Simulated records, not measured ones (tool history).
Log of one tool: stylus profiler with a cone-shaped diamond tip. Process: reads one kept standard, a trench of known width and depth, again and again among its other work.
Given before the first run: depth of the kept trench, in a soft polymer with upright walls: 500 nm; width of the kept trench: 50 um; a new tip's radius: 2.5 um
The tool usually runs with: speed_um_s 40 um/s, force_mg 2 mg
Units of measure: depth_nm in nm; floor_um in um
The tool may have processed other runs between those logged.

run,hour,speed_um_s,force_mg,depth_nm,floor_um
1,0,40,2,503.43,46.86
2,8.9,40,2,503.47,46.77
3,18.9,40,2,503.3,46.8
4,28.3,40,2,503.4,46.82
5,40.8,77,2,503.3,46.58
6,55.2,77,2,503.48,46.66
7,68,40,2,503.29,46.85
8,81.7,40,1.9,503.16,46.82
9,93.7,40,3.3,504.83,46.84
10,105.9,40,3.3,504.77,46.83
11,112.5,40,2.96,504.16,46.8
12,126.8,40,1.58,502.76,46.77
13,133.6,40,1.58,503.07,46.84
14,145.6,40,1.58,502.85,46.77
15,160,40,1.58,502.64,46.79
16,168.1,40,1.58,502.92,46.79
17,178.9,40,1.58,502.69,46.79
18,192.5,40,3.08,504.53,46.85
19,199.2,40,1.07,502.14,46.79
20,210.1,40,1.07,502.16,46.71
21,222.5,40,2.36,503.94,46.84
22,232.2,115,2,503.53,46.44
23,243.2,115,2,503.38,46.49
24,251.8,139,3.6,505.16,46.55
25,262.7,69,1.71,503.19,46.63
26,269.7,34,1.27,502.63,46.8
27,282.3,84,2,503.18,46.59
28,294.2,30,2,503.41,46.87
29,309.8,21,2,503.36,46.91
30,316.1,21,2,503.13,46.84
31,329.6,121,2,503.15,46.41
32,339.6,64,2.35,503.72,46.69
33,347.4,11,1.02,502.08,46.92
34,360.7,92,3.52,504.98,46.69

The next listed run, before its measurement:
35,372.4,40,1.99,?,?

depth_nm: 503.32 nm
floor_um: 46.76 um
Had the tool carried no hidden state, the very same run would have given depth_nm 503.32 nm, floor_um 46.77 um.

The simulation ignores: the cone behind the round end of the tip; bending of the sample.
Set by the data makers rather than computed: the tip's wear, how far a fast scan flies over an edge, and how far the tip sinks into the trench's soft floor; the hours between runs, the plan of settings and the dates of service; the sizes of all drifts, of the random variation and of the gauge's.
